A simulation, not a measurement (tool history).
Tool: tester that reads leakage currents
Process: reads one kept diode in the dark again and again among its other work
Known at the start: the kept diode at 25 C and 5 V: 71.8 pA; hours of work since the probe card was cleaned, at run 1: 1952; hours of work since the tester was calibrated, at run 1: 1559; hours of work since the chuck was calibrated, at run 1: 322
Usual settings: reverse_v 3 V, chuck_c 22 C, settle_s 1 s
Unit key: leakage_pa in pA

run,hour,reverse_v,chuck_c,settle_s,hours of work since the probe card was cleaned,hours of work since the tester was calibrated,hours of work since the chuck was calibrated,leakage_pa
1,0,3,22,1,1952,1559,322,57.65
# hour 73.2: probe card cleaned and baked
2,164.3,3,22,1.11,45,1639,402,62.77
3,250.1,3,22,1.11,88,1681,444,63.14
4,379.2,3,22,1.11,151,1745,508,64.8
# hour 493.5: chuck's temperature calibrated
# hour 549: probe card cleaned and baked, once more
5,553.5,3,22,1.11,2,1829,28,47.43
6,730.4,3,22,5.37,90,1916,116,47.33
7,815.2,3,23,1,132,1958,158,53.07
8,1003,3,23,1,225,2051,251,54.46
9,1156.6,3,23,1,301,2127,327,55.99
10,1299.7,3,22,0.6,372,2198,398,54.13
11,1487.2,3,22,0.6,464,2291,490,55.67
# hour 1636.6: chuck's temperature calibrated
12,1668.8,3,33,1,553,2380,16,105.39
13,1833.4,3,22,1,635,2461,97,50.94
14,2013,2.07,58,0.36,724,2550,186,440.87
15,2178.2,3,25,1.19,805,2632,268,65.89
16,2263.2,3,25,1.19,847,2674,310,66.7
17,2350.3,1.55,59,1,890,2717,353,423.12
18,2555.2,3,35,1.28,992,2818,455,134.9
19,2644.8,3,22,0.43,1036,2863,499,59.53
20,2755.9,5.61,20,1,1091,2918,554,70.26
# hour 2782.7: chuck's temperature calibrated
21,2943.1,1.9,45,0.47,1183,3009,79,193.64
22,3125.2,1.9,45,0.47,1273,3100,169,197.11
23,3224,1.9,45,0.47,1322,3148,218,199.53
24,3333.9,15.34,42,3.26,1376,3203,273,440.37
25,3534,3,48,1.13,1475,3302,372,303.91
26,3738,3,48,1.13,1576,3403,473,308.88

3 options for the next run, each taken on its own from the tool as it stands now. Forecast them:
A,3853.3,3,41,1,1633,3460,530,?
B,3853.3,6.35,36,4.34,1633,3460,530,?
C,3853.3,3,48,0.73,1633,3460,530,?

run,leakage_pa
A,204.8
B,210.99
C,315.36
Take away the tool's hidden state, keep each run's random variation, and the runs would have read:
run,leakage_pa
A,171.94
B,171.55
C,268.61

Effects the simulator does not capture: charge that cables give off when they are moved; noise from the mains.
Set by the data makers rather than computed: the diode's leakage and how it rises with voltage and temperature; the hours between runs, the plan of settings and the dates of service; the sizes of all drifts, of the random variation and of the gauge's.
